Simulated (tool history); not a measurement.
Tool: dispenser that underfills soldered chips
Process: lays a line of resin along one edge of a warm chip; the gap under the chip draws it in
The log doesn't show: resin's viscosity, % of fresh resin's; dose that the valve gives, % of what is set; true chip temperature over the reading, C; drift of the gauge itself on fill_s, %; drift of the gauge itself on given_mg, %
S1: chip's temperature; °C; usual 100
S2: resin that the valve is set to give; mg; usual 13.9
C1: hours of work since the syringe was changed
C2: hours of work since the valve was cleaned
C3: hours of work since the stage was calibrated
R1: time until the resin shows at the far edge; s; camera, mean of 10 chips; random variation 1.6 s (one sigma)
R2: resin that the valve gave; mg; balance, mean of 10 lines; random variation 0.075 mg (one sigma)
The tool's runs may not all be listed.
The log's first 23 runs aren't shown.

| run | hour | S1 | S2 | C1 | C2 | C3 | R1 | R2 |
|---|---|---|---|---|---|---|---|---|
|  | 72.5 | new syringe of resin |
| 24 | 73.4 | 113 | 13.2 | 1 | 37 | 113 | 97.9 | 12.73 |
| 25 | 76.8 | 109 | 13.4 | 3 | 39 | 116 | 122.3 | 13.13 |
| 26 | 80.8 | 106 | 13.9 | 6 | 42 | 119 | 146.2 | 13.44 |
| 27 | 83.1 | 90 | 12.7 | 8 | 44 | 120 | 279.5 | 12.31 |
|  | 83.7 | new syringe of resin |
| 28 | 87.8 | 97 | 12.7 | 3 | 47 | 124 | 189.8 | 12.22 |
| 29 | 89.9 | 98 | 17.5 | 5 | 49 | 125 | 186.4 | 16.96 |
| 30 | 93.3 | 111 | 15.1 | 7 | 51 | 128 | 128.5 | 14.49 |
|  | 95.3 | new syringe of resin |
| 31 | 97.3 | 86 | 17.4 | 1 | 54 | 130 | 259.1 | 16.72 |
| 32 | 100.2 | 102 | 15.2 | 4 | 56 | 132 | 154.3 | 14.66 |
| 33 | 102.8 | 100 | 17.5 | 6 | 58 | 134 | 173 | 16.59 |
|  | 106.8 | new syringe of resin |
| 34 | 107.5 | 109 | 16.9 | 1 | 61 | 138 | 109 | 16.02 |
| 35 | 111.3 | 101 | 15.9 | 3 | 64 | 140 | 161 | 14.95 |
| 36 | 114.7 | 107 | 17.2 | 6 | 67 | 143 | 139.5 | 16.41 |

Forecast each of these 4 alternatives for the next run:
| A | 117.5 | 108 | 13.3 | 8 | 69 | 145 | ? | ? |
| B | 117.5 | 87 | 12.7 | 8 | 69 | 145 | ? | ? |
| C | 117.5 | 90 | 15.1 | 8 | 69 | 145 | ? | ? |
| D | 117.5 | 108 | 16.9 | 8 | 69 | 145 | ? | ? |

| run | R1 | R2 |
|---|---|---|
| A | 148.2 | 12.65 |
| B | 311 | 12.1 |
| C | 280.1 | 14.33 |
| D | 143.5 | 16.12 |
Without the tool's hidden state the same runs would have given:
| run | R1 | R2 |
|---|---|---|
| A | 116.2 | 13.35 |
| B | 243.5 | 12.78 |
| C | 220.4 | 15.14 |
| D | 112.9 | 17.02 |
